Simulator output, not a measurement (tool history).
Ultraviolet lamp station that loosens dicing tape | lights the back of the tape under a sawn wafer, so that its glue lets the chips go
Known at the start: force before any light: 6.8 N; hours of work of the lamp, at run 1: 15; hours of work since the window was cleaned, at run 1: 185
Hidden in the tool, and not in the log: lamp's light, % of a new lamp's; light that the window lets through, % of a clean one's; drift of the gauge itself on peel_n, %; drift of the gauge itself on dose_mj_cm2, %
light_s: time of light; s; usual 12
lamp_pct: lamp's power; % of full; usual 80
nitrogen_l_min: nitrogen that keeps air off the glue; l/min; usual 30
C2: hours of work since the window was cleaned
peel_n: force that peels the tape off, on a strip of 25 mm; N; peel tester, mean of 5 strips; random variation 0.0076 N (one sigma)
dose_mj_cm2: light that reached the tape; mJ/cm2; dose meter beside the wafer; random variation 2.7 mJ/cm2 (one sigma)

run 1 day=0.000 | light_s=12 lamp_pct=80 nitrogen_l_min=30 | hours_of_work_of_the_lamp=15 C2=185 | peel_n=0.328 dose_mj_cm2=323
run 2 day=0.583 | light_s=12 lamp_pct=80 nitrogen_l_min=30 | hours_of_work_of_the_lamp=22 C2=193 | peel_n=0.324 dose_mj_cm2=312
run 3 day=1.096 | light_s=12 lamp_pct=80 nitrogen_l_min=30 | hours_of_work_of_the_lamp=29 C2=199 | peel_n=0.350 dose_mj_cm2=314
run 4 day=1.454 | light_s=12 lamp_pct=80 nitrogen_l_min=18 | hours_of_work_of_the_lamp=34 C2=204 | peel_n=0.470 dose_mj_cm2=313
run 5 day=2.100 | light_s=12 lamp_pct=80 nitrogen_l_min=32 | hours_of_work_of_the_lamp=42 C2=212 | peel_n=0.317 dose_mj_cm2=313
run 6 day=2.417 | light_s=12 lamp_pct=80 nitrogen_l_min=32 | hours_of_work_of_the_lamp=46 C2=216 | peel_n=0.347 dose_mj_cm2=309
run 7 day=3.038 | light_s=12 lamp_pct=68 nitrogen_l_min=32 | hours_of_work_of_the_lamp=54 C2=224 | peel_n=0.466 dose_mj_cm2=261
run 8 day=3.371 | light_s=12 lamp_pct=62 nitrogen_l_min=30 | hours_of_work_of_the_lamp=58 C2=229 | peel_n=0.551 dose_mj_cm2=239
run 9 day=3.892 | light_s=12 lamp_pct=62 nitrogen_l_min=30 | hours_of_work_of_the_lamp=65 C2=235 | peel_n=0.555 dose_mj_cm2=238
run 10 day=4.375 | light_s=12 lamp_pct=98 nitrogen_l_min=11 | hours_of_work_of_the_lamp=71 C2=241 | peel_n=0.463 dose_mj_cm2=367
run 11 day=4.788 | light_s=21 lamp_pct=98 nitrogen_l_min=49 | hours_of_work_of_the_lamp=76 C2=247 | peel_n=0.183 dose_mj_cm2=644
run 12 day=5.362 | light_s=21 lamp_pct=73 nitrogen_l_min=27 | hours_of_work_of_the_lamp=84 C2=254 | peel_n=0.210 dose_mj_cm2=479
run 13 day=5.858 | light_s=21 lamp_pct=81 nitrogen_l_min=30 | hours_of_work_of_the_lamp=90 C2=260 | peel_n=0.198 dose_mj_cm2=524
run 14 day=6.471 | light_s=21 lamp_pct=81 nitrogen_l_min=30 | hours_of_work_of_the_lamp=98 C2=268 | peel_n=0.194 dose_mj_cm2=518
run 15 day=6.892 | light_s=21 lamp_pct=84 nitrogen_l_min=29 | hours_of_work_of_the_lamp=103 C2=274 | peel_n=0.211 dose_mj_cm2=540
run 16 day=7.242 | light_s=21 lamp_pct=84 nitrogen_l_min=29 | hours_of_work_of_the_lamp=108 C2=278 | peel_n=0.200 dose_mj_cm2=532
run 17 day=7.675 | light_s=12 lamp_pct=80 nitrogen_l_min=14 | hours_of_work_of_the_lamp=113 C2=284 | peel_n=0.634 dose_mj_cm2=285

5 ways to go on from here, each from the tool as it stands after run 17. What would each give?
run A day=7.992 | light_s=13 lamp_pct=70 nitrogen_l_min=57 | hours_of_work_of_the_lamp=117 C2=288 | peel_n=? dose_mj_cm2=?
run B day=7.992 | light_s=8 lamp_pct=75 nitrogen_l_min=47 | hours_of_work_of_the_lamp=117 C2=288 | peel_n=? dose_mj_cm2=?
run C day=7.992 | light_s=12 lamp_pct=88 nitrogen_l_min=12 | hours_of_work_of_the_lamp=117 C2=288 | peel_n=? dose_mj_cm2=?
run D day=7.992 | light_s=12 lamp_pct=86 nitrogen_l_min=30 | hours_of_work_of_the_lamp=117 C2=288 | peel_n=? dose_mj_cm2=?
run E day=7.992 | light_s=15 lamp_pct=80 nitrogen_l_min=14 | hours_of_work_of_the_lamp=117 C2=288 | peel_n=? dose_mj_cm2=?

run=A peel_n=0.322 dose_mj_cm2=272
run=B peel_n=0.758 dose_mj_cm2=180
run=C peel_n=0.596 dose_mj_cm2=315
run=D peel_n=0.337 dose_mj_cm2=313
run=E peel_n=0.421 dose_mj_cm2=359
Without the tool's hidden state the same runs would have given:
run=A peel_n=0.247 dose_mj_cm2=333
run=B peel_n=0.522 dose_mj_cm2=219
run=C peel_n=0.413 dose_mj_cm2=384
run=D peel_n=0.254 dose_mj_cm2=381
run=E peel_n=0.302 dose_mj_cm2=439

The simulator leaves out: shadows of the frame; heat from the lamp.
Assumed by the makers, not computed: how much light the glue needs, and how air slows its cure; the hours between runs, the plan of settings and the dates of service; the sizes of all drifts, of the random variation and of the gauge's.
